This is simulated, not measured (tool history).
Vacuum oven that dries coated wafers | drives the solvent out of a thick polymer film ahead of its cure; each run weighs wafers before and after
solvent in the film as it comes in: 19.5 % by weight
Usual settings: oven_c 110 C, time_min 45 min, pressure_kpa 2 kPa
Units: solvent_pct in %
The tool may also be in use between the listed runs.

Run 1, hour 0: usual settings. Result: solvent_pct 4.6 %.
Run 2, hour 18.7: usual settings. Result: solvent_pct 4.6 %.
Run 3, hour 40.9: usual settings. Result: solvent_pct 4.73 %.
Run 4, hour 58: usual settings. Result: solvent_pct 4.52 %.
Run 5, hour 78.1: usual settings but oven_c 106 C. Result: solvent_pct 5.69 %.
Run 6, hour 103.5: usual settings but oven_c 106 C. Result: solvent_pct 5.56 %.
Run 7, hour 128.1: usual settings but time_min 35 min. Result: solvent_pct 5.89 %.
Run 8, hour 140.4: usual settings but time_min 81 min. Result: solvent_pct 2.12 %.
Run 9, hour 164.6: usual settings. Result: solvent_pct 4.64 %.
Run 10, hour 186.8: usual settings. Result: solvent_pct 4.82 %.
Run 11, hour 214.7: usual settings. Result: solvent_pct 4.72 %.
Run 12, hour 231.8: usual settings. Result: solvent_pct 4.62 %.
Run 13, hour 255: usual settings but oven_c 111 C, time_min 22 min, pressure_kpa 3.61 kPa. Result: solvent_pct 8.8 %.
Run 14, hour 273.6: usual settings but oven_c 117 C, time_min 65 min, pressure_kpa 3.61 kPa. Result: solvent_pct 2.42 %.
At hour 278: oven's thermocouples calibrated.
Run 15, hour 292.2: usual settings but oven_c 120 C, time_min 51 min, pressure_kpa 4.74 kPa. Result: solvent_pct 2.92 %.
Run 16, hour 304.6: usual settings but oven_c 104 C, pressure_kpa 2.15 kPa. Result: solvent_pct 6.55 %.
Run 17, hour 321.6: usual settings but time_min 23 min, pressure_kpa 2.55 kPa. Result: solvent_pct 8.6 %.
Run 18, hour 341.7: usual settings but oven_c 96 C, time_min 33 min, pressure_kpa 1.24 kPa. Result: solvent_pct 9.79 %.
Run 19, hour 354: usual settings but oven_c 99 C, pressure_kpa 2.07 kPa. Result: solvent_pct 7.73 %.
Run 20, hour 368.4: usual settings but time_min 74 min, pressure_kpa 2.63 kPa. Result: solvent_pct 2.94 %.
Run 21, hour 381.9: usual settings but time_min 74 min, pressure_kpa 2.63 kPa. Result: solvent_pct 2.76 %.
Run 22, hour 406.7: usual settings but oven_c 106 C, time_min 57 min, pressure_kpa 1.01 kPa. Result: solvent_pct 4.27 %.
Run 23, hour 432.4: usual settings but oven_c 106 C, time_min 57 min, pressure_kpa 1.01 kPa. Result: solvent_pct 4.28 %.

3 ways to go on from here, each from the tool as it stands after run 23. What would each give?
At hour 443.2: oven's thermocouples calibrated, once more.
Run A, hour 446.9: usual settings but oven_c 105 C. Result: solvent_pct ?.
At hour 443.2: oven's thermocouples calibrated, once more.
Run B, hour 446.9: usual settings but time_min 48 min, pressure_kpa 6.02 kPa. Result: solvent_pct ?.
At hour 443.2: oven's thermocouples calibrated, once more.
Run C, hour 446.9: usual settings but oven_c 106 C, time_min 59 min, pressure_kpa 1.8 kPa. Result: solvent_pct ?.

run  solvent_pct
  A         6.06
  B         5.86
  C         4.31
Without the tool's hidden state the same runs would have given:
run  solvent_pct
  A          5.9
  B         5.71
  C         4.16
